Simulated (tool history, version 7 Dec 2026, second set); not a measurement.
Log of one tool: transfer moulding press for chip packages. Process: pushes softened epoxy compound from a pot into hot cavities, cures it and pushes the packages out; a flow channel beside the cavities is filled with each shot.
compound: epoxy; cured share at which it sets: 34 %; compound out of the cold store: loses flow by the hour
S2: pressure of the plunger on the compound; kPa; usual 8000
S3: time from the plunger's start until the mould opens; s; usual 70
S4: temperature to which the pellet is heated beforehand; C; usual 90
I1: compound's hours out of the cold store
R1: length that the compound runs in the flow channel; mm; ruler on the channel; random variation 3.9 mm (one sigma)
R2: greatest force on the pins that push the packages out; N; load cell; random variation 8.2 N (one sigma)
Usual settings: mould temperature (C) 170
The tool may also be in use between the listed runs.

run 1 day=0 | mould_temperature_(C)=170 S2=8000 S3=70 S4=90 | I1=20.6 | R1=750 R2=660
-- day=1.367 cavities cleaned with cleaning compound and waxed
run 2 day=2.642 | mould_temperature_(C)=170 S2=8000 S3=70 S4=90 | I1=11 | R1=792 R2=607
-- day=4.171 cavities cleaned with cleaning compound and waxed
run 3 day=4.171 | mould_temperature_(C)=170 S2=8000 S3=70 S4=90 | I1=40.9 | R1=656 R2=373
run 4 day=6.688 | mould_temperature_(C)=170 S2=8000 S3=70 S4=90 | I1=8.1 | R1=797 R2=737
-- day=7.038 cavities cleaned with cleaning compound and waxed
run 5 day=8.642 | mould_temperature_(C)=170 S2=8000 S3=70 S4=90 | I1=40.6 | R1=654 R2=644
-- day=9.875 cavities cleaned with cleaning compound and waxed
run 6 day=11.1 | mould_temperature_(C)=170 S2=8000 S3=70 S4=90 | I1=31.3 | R1=690 R2=592
-- day=11.954 plunger's sealing rings changed
-- day=12.925 cavities cleaned with cleaning compound and waxed
run 7 day=14.308 | mould_temperature_(C)=170 S2=8000 S3=70 S4=90 | I1=44.2 | R1=666 R2=597
-- day=15.725 cavities cleaned with cleaning compound and waxed
run 8 day=16.608 | mould_temperature_(C)=170 S2=8000 S3=70 S4=90 | I1=43.9 | R1=668 R2=533
-- day=18.662 cavities cleaned with cleaning compound and waxed
run 9 day=19.679 | mould_temperature_(C)=170 S2=8000 S3=70 S4=90 | I1=45.1 | R1=660 R2=581
run 10 day=21.171 | mould_temperature_(C)=170 S2=8000 S3=70 S4=90 | I1=30.7 | R1=717 R2=701
-- day=21.462 cavities cleaned with cleaning compound and waxed
run 11 day=22.958 | mould_temperature_(C)=170 S2=8000 S3=70 S4=90 | I1=35.8 | R1=682 R2=647
-- day=24.288 cavities cleaned with cleaning compound and waxed
run 12 day=25.5 | mould_temperature_(C)=170 S2=8000 S3=70 S4=90 | I1=9.6 | R1=798 R2=612
-- day=27.15 cavities cleaned with cleaning compound and waxed
run 13 day=28.025 | mould_temperature_(C)=170 S2=8000 S3=70 S4=90 | I1=44 | R1=643 R2=522
run 14 day=29.375 | mould_temperature_(C)=175 S2=8000 S3=70 S4=91 | I1=12.9 | R1=760 R2=647
-- day=29.917 cavities cleaned with cleaning compound and waxed
run 15 day=31.979 | mould_temperature_(C)=175 S2=7360 S3=55 S4=91 | I1=33.7 | R1=636 R2=720
-- day=32.7 cavities cleaned with cleaning compound and waxed
-- day=33.996 plunger's sealing rings changed
run 16 day=34.729 | mould_temperature_(C)=174 S2=7360 S3=55 S4=91 | I1=23.2 | R1=721 R2=743
-- day=35.725 cavities cleaned with cleaning compound and waxed
-- day=37.138 mould's thermocouples calibrated
run 17 day=37.521 | mould_temperature_(C)=174 S2=7360 S3=55 S4=91 | I1=23.4 | R1=717 R2=724
-- day=38.712 cavities cleaned with cleaning compound and waxed
run 18 day=40.488 | mould_temperature_(C)=167 S2=7640 S3=106 S4=95 | I1=21.4 | R1=746 R2=584
-- day=41.6 cavities cleaned with cleaning compound and waxed
run 19 day=42.121 | mould_temperature_(C)=178 S2=7640 S3=106 S4=86 | I1=11.8 | R1=759 R2=442
run 20 day=43.488 | mould_temperature_(C)=178 S2=7640 S3=106 S4=86 | I1=22.1 | R1=715 R2=596
-- day=44.583 cavities cleaned with cleaning compound and waxed
run 21 day=45.929 | mould_temperature_(C)=169 S2=8000 S3=70 S4=90 | I1=19.9 | R1=754 R2=642
-- day=47.379 cavities cleaned with cleaning compound and waxed
run 22 day=47.379 | mould_temperature_(C)=169 S2=8000 S3=70 S4=90 | I1=10.5 | R1=797 R2=395
run 23 day=48.988 | mould_temperature_(C)=173 S2=7150 S3=77 S4=87 | I1=36.4 | R1=640 R2=576
-- day=50.275 cavities cleaned with cleaning compound and waxed
run 24 day=50.988 | mould_temperature_(C)=173 S2=7150 S3=77 S4=87 | I1=8.2 | R1=742 R2=512
-- day=53.083 cavities cleaned with cleaning compound and waxed
run 25 day=53.625 | mould_temperature_(C)=168 S2=8410 S3=66 S4=92 | I1=44.5 | R1=654 R2=530
-- day=55.9 plunger's sealing rings changed
-- day=55.962 cavities cleaned with cleaning compound and waxed
run 26 day=56.246 | mould_temperature_(C)=170 S2=6860 S3=81 S4=90 | I1=41.8 | R1=633 R2=403

Forecast each of these 3 alternatives for the next run:
run A day=58.55 | mould_temperature_(C)=176 S2=9050 S3=67 S4=90 | I1=26.2 | R1=? R2=?
run B day=58.55 | mould_temperature_(C)=170 S2=8000 S3=70 S4=98 | I1=35.5 | R1=? R2=?
run C day=58.55 | mould_temperature_(C)=170 S2=9080 S3=51 S4=90 | I1=15.9 | R1=? R2=?

run=A R1=773 R2=663
run=B R1=702 R2=688
run=C R1=845 R2=1261
Without the tool's hidden state the same runs would have given:
run=A R1=779 R2=343
run=B R1=708 R2=350
run=C R1=852 R2=645
